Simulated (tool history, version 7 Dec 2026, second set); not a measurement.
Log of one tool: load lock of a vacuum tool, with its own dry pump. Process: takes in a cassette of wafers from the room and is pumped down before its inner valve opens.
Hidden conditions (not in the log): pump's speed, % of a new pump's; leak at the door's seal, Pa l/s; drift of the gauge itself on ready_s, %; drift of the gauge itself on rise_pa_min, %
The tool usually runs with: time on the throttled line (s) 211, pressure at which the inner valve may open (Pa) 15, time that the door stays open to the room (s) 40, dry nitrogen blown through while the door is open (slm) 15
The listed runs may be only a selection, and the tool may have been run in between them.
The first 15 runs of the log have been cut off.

run     hour  time on the throttled line (s)  pressure at which the inner valve may open (Pa)  time that the door stays open to the room (s)  dry nitrogen blown through while the door is open (slm)  hours that the pump has run since its overhaul  times that the door has closed on its seal  incoming humidity of the room's air, %  time from the closed door until the inner valve may open (s)  rise of the pressure with all valves shut (Pa/min)
 16   7078.8                             387                                               15                                             40                                                        6                                            1027                                        7934                                    44.0                                                         462.8                                               0.034
 17   7456.8                             387                                               15                                             40                                                        6                                            1405                                        9544                                    43.0                                                         459.5                                               0.037
 18   7738.3                             211                                               15                                             40                                                       36                                            1687                                       10743                                    45.8                                                         319.0                                               0.029
 19   8128.5                             211                                               20                                             40                                                       15                                            2077                                       12405                                    46.8                                                         315.1                                               0.045
 20   8571.9                             164                                               15                                             40                                                       15                                            2520                                       14293                                    46.1                                                         282.3                                               0.048
 21   8884.7                             211                                               24                                             40                                                       15                                            2833                                       15625                                    41.7                                                         309.1                                               0.051
 22   9483.4                             167                                               18                                             40                                                       34                                            3432                                       18175                                    45.6                                                         285.0                                               0.053
 23   9946.0                             167                                               18                                             40                                                       34                                            3894                                       20145                                    49.8                                                         286.2                                               0.055
 24  10452.8                             211                                               15                                             40                                                       22                                            4401                                       22303                                    48.7                                                         324.6                                               0.079

Forecast run 25:
 25  10892.8                             211                                               15                                             40                                                       22                                            4841                                       24177                                    44.1                                                             ?                                                   ?

time from the closed door until the inner valve may open (s): 326.8
rise of the pressure with all valves shut (Pa/min): 0.083
Minus the tool's unlogged condition, the same run would have read time from the closed door until the inner valve may open (s) 315.2, rise of the pressure with all valves shut (Pa/min) 0.008.
